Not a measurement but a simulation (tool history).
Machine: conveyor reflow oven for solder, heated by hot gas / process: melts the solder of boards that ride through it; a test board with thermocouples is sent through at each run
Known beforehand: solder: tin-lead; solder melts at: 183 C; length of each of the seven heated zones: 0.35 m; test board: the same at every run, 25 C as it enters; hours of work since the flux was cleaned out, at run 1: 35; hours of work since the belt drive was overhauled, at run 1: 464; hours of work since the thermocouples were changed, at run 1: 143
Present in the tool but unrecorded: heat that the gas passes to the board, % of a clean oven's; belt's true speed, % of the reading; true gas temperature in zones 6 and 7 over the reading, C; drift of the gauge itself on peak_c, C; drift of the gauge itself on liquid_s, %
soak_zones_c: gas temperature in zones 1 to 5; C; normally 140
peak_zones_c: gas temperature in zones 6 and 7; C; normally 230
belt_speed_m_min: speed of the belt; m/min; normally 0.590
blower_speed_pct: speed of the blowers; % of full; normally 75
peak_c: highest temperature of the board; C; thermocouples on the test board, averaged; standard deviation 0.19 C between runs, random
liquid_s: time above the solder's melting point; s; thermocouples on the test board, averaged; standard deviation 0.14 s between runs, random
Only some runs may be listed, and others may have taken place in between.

run,hour,soak_zones_c,peak_zones_c,belt_speed_m_min,blower_speed_pct,hours of work since the flux was cleaned out,hours of work since the belt drive was overhauled,hours of work since the thermocouples were changed,peak_c,liquid_s
1,0.0,140,230,0.590,75,35,464,143,218.2,56.1
2,19.6,140,236,0.590,75,51,480,158,223.4,59.5
3,32.0,140,230,0.590,75,60,490,168,218.0,56.2
4,51.4,141,230,0.590,75,76,505,183,218.3,56.5
5,69.8,140,230,0.590,75,90,520,198,217.3,56.0
6,84.4,140,230,0.590,75,102,531,209,217.6,55.9
7,101.7,140,230,0.590,75,116,545,223,217.8,55.7
8,130.8,140,230,0.590,75,139,568,246,217.3,56.0
9,159.0,140,230,0.590,66,161,590,269,216.0,54.7
10,187.1,140,233,0.590,75,183,613,291,219.7,57.2
11,206.3,140,230,0.578,75,198,628,306,218.2,57.3
12,224.6,140,230,0.578,75,213,642,321,217.6,56.9
13,248.6,140,230,0.578,75,232,661,340,217.6,57.0
14,272.9,140,243,0.590,75,251,680,359,228.6,62.4
15,285.5,140,230,0.590,75,261,690,369,216.6,55.3
16,302.6,140,230,0.590,76,275,704,382,217.0,55.3
# hour 325.6: flux residue cleaned out of gas plates and filters
17,325.6,148,226,0.657,78,0,718,397,211.4,48.2
18,353.6,138,226,0.657,78,22,740,419,209.3,42.8
19,378.4,138,226,0.657,78,42,760,438,209.4,42.7
20,401.0,138,226,0.657,78,60,778,456,209.0,42.6
21,419.0,138,226,0.502,77,74,792,471,216.1,65.3
22,442.5,138,226,0.502,77,93,811,489,216.1,65.2
# hour 457.2: flux residue cleaned out of gas plates and filters, once more
23,465.9,130,230,0.506,75,7,825,504,221.0,65.9
24,489.3,147,230,0.506,59,25,844,522,220.4,71.0
25,512.6,134,237,0.487,63,44,862,541,226.8,73.5

The next listed run, before its measurement:
26,526.2,132,238,0.702,87,55,873,552,?,?

Logged for run 26: peak_c 220.3 C, liquid_s 46.1 s.
With no hidden state in the tool, this same run would have given peak_c 220.3 C, liquid_s 45.0 s.
